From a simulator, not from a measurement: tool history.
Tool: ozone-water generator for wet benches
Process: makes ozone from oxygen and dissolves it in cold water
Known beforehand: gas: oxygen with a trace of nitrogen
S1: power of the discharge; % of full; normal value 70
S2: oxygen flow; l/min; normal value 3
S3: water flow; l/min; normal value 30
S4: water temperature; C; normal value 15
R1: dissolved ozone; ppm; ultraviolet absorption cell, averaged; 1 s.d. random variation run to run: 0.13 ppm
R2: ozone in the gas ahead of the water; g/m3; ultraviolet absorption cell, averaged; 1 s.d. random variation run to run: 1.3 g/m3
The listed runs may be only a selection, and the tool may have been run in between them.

run,hour,S1,S2,S3,S4,R1,R2
1,0,70,3,30,15,10.5,204.3
2,109.9,70,3,30,15,10.8,204
3,269.5,70,3,30,15,10.8,205.1
4,411.3,70,3,30,15,10.5,202.2
5,486.2,70,3,30,15,10.9,202.1
6,567.7,70,3,30,15,10.6,202.8
7,684.8,70,2.75,30,15,10.3,214.1
# hour 809.6: contactor cleaned
8,814.7,70,3,30,15,11.9,200
9,993.7,99,3,30,15,13.9,235.8
10,1121.5,99,3,30,15,14,232
11,1299.2,99,3,30,15,13.8,232.3
12,1426.5,99,3,30,15,13.5,230.7
13,1511,70,3,30,20,11,195.2
14,1662.7,70,3,30,20,11,195.6
15,1764.6,70,3,30,20,10.9,197.3
16,1849.1,70,3,30,20,10.9,194.2
17,2005.9,70,2.2,30,15,10.6,239.2
# hour 2059.4: water thermometer calibrated
18,2083.5,65,2.68,30,8,11.5,201.8
19,2249.2,42,1.53,20,9,13.4,243.8
20,2350,94,4.58,46,8,8.2,164.6
21,2443.9,94,1.91,46,11,7,296.6
22,2611.5,94,1.91,46,11,7,296.1
# hour 2619.9: water thermometer calibrated, once more
23,2693.3,70,1.61,24,15,13,289.6
24,2858.4,70,1.61,24,14,13,292.3
25,2943.5,70,4.17,30,10,11.6,148.7
26,3099.4,78,4.79,39,10,8.9,141.5
27,3250.3,62,4.58,18,10,18.1,131.5
28,3420.4,62,4.58,18,10,17.7,131.9
29,3592.1,70,3,30,15,10.6,184.2
30,3734.9,70,3,30,15,10.3,184
31,3862.6,70,3,30,15,10.4,181
32,3961.1,65,3,27,16,11.1,175.1
33,4109.8,44,4.14,46,12,5.3,119.2
34,4288.3,74,2.22,30,15,10.2,225.9

Predict each of these 3 candidate next runs independently; none follows another, all start after run 34:
A,4413.5,62,2.22,30,15,?,?
B,4413.5,54,2.97,30,15,?,?
C,4413.5,74,4.63,40,8,?,?

run,R1,R2
A,9.4,209.3
B,9.2,162.2
C,8.2,134.7
The same runs, with their run-to-run variation unchanged, on a tool lacking any hidden condition would have given:
run,R1,R2
A,13.1,279.6
B,12.5,212.1
C,11.8,184.6
